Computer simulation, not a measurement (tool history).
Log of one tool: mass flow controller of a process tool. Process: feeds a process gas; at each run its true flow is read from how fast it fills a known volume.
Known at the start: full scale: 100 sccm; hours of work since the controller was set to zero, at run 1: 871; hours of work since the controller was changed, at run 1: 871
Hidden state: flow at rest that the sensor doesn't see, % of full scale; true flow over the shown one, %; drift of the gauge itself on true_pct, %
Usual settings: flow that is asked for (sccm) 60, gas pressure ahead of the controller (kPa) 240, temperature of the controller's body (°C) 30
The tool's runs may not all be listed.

| run | hour | flow that is asked for (sccm) | gas pressure ahead of the controller (kPa) | temperature of the controller's body (°C) | hours of work since the controller was set to zero | hours of work since the controller was changed | true flow (%) |
|---|---|---|---|---|---|---|---|
| 1 | 0 | 60 | 240 | 30 | 871 | 871 | 99.73 |
| 2 | 115.4 | 15 | 240 | 30 | 937 | 937 | 99.23 |
| 3 | 198.5 | 15 | 240 | 30 | 984 | 984 | 99.1 |
| 4 | 292.5 | 27 | 240 | 30 | 1037 | 1037 | 99.41 |
| 5 | 382.8 | 27 | 240 | 30 | 1089 | 1089 | 99.49 |
| 6 | 440.9 | 30 | 240 | 30 | 1121 | 1121 | 99.4 |
| 7 | 506.4 | 28 | 240 | 30 | 1159 | 1159 | 99.59 |
| 8 | 607.1 | 28 | 240 | 30 | 1216 | 1216 | 99.61 |
| 9 | 656.9 | 28 | 240 | 30 | 1244 | 1244 | 99.5 |
| 10 | 761.1 | 60 | 240 | 30 | 1303 | 1303 | 99.98 |
| 11 | 825.1 | 60 | 240 | 30 | 1340 | 1340 | 99.87 |
| 12 | 911.1 | 60 | 240 | 30 | 1389 | 1389 | 99.92 |
| 13 | 979.4 | 60 | 240 | 30 | 1427 | 1427 | 100.01 |
| 14 | 1056.2 | 60 | 240 | 30 | 1471 | 1471 | 99.98 |
| 15 | 1105.7 | 60 | 240 | 30 | 1499 | 1499 | 99.78 |
| 16 | 1209.1 | 60 | 240 | 30 | 1558 | 1558 | 99.97 |
| 17 | 1275.7 | 60 | 240 | 30 | 1596 | 1596 | 100.07 |
| 18 | 1355.5 | 60 | 240 | 30 | 1641 | 1641 | 99.95 |
| 19 | 1409.9 | 22 | 240 | 30 | 1672 | 1672 | 99.46 |
| 20 | 1480.1 | 22 | 240 | 30 | 1712 | 1712 | 99.43 |
| 21 | 1587 | 22 | 240 | 30 | 1772 | 1772 | 99.51 |
| 22 | 1695.7 | 11 | 240 | 30 | 1834 | 1834 | 98.71 |
| 23 | 1801.2 | 11 | 240 | 30 | 1894 | 1894 | 98.73 |
| 24 | 1848.8 | 11 | 240 | 30 | 1921 | 1921 | 98.73 |
| 25 | 1907.6 | 60 | 193 | 30 | 1954 | 1954 | 99.97 |
| 26 | 1973.7 | 13 | 178 | 30 | 1992 | 1992 | 98.76 |
| 27 | 2074.9 | 13 | 146 | 30 | 2049 | 2049 | 98.43 |
| 28 | 2142.2 | 13 | 146 | 30 | 2088 | 2088 | 98.51 |
| 29 | 2243.8 | 15 | 183 | 23 | 2145 | 2145 | 99.27 |
| 30 | 2325 | 64 | 254 | 21 | 2191 | 2191 | 100.82 |
| 31 | 2409.4 | 60 | 202 | 40 | 2239 | 2239 | 99.24 |
| 32 | 2499 | 43 | 185 | 30 | 2290 | 2290 | 99.75 |
| 33 | 2598.1 | 65 | 204 | 37 | 2347 | 2347 | 99.61 |
| 34 | 2696.1 | 53 | 240 | 30 | 2402 | 2402 | 100.12 |
| 35 | 2793.2 | 69 | 187 | 30 | 2457 | 2457 | 100.16 |
| 36 | 2859.2 | 17 | 252 | 30 | 2495 | 2495 | 99.32 |
| 37 | 2957.8 | 25 | 208 | 30 | 2551 | 2551 | 99.45 |
| 38 | 3071.9 | 60 | 195 | 21 | 2616 | 2616 | 100.6 |
| 39 | 3127 | 53 | 224 | 26 | 2647 | 2647 | 100.4 |
| 40 | 3180.5 | 62 | 240 | 30 | 2677 | 2677 | 100.27 |
| 41 | 3273.9 | 18 | 240 | 30 | 2730 | 2730 | 99.24 |
| 42 | 3351.8 | 18 | 141 | 29 | 2775 | 2775 | 98.92 |
| 43 | 3411.3 | 37 | 216 | 25 | 2808 | 2808 | 100.19 |
| 44 | 3465.7 | 37 | 141 | 34 | 2839 | 2839 | 99.31 |
| 45 | 3551.9 | 98 | 151 | 37 | 2888 | 2888 | 99.85 |
| 46 | 3650.2 | 98 | 151 | 37 | 2944 | 2944 | 99.68 |
| 47 | 3765.7 | 20 | 207 | 22 | 3010 | 3010 | 99.82 |
| 48 | 3879.5 | 27 | 207 | 22 | 3074 | 3074 | 100.13 |

Forecast each of these 5 alternatives for the next run:
| A | 3961.8 | 27 | 264 | 22 | 3121 | 3121 | ? |
| B | 3961.8 | 53 | 240 | 30 | 3121 | 3121 | ? |
| C | 3961.8 | 27 | 240 | 30 | 3121 | 3121 | ? |
| D | 3961.8 | 27 | 168 | 28 | 3121 | 3121 | ? |
| E | 3961.8 | 60 | 278 | 30 | 3121 | 3121 | ? |

| run | true flow (%) |
|---|---|
| A | 100.27 |
| B | 100.22 |
| C | 99.76 |
| D | 99.6 |
| E | 100.51 |
Without the tool's hidden state the same runs would have given:
| run | true flow (%) |
|---|---|
| A | 99.95 |
| B | 99.55 |
| C | 99.43 |
| D | 99.28 |
| E | 99.79 |
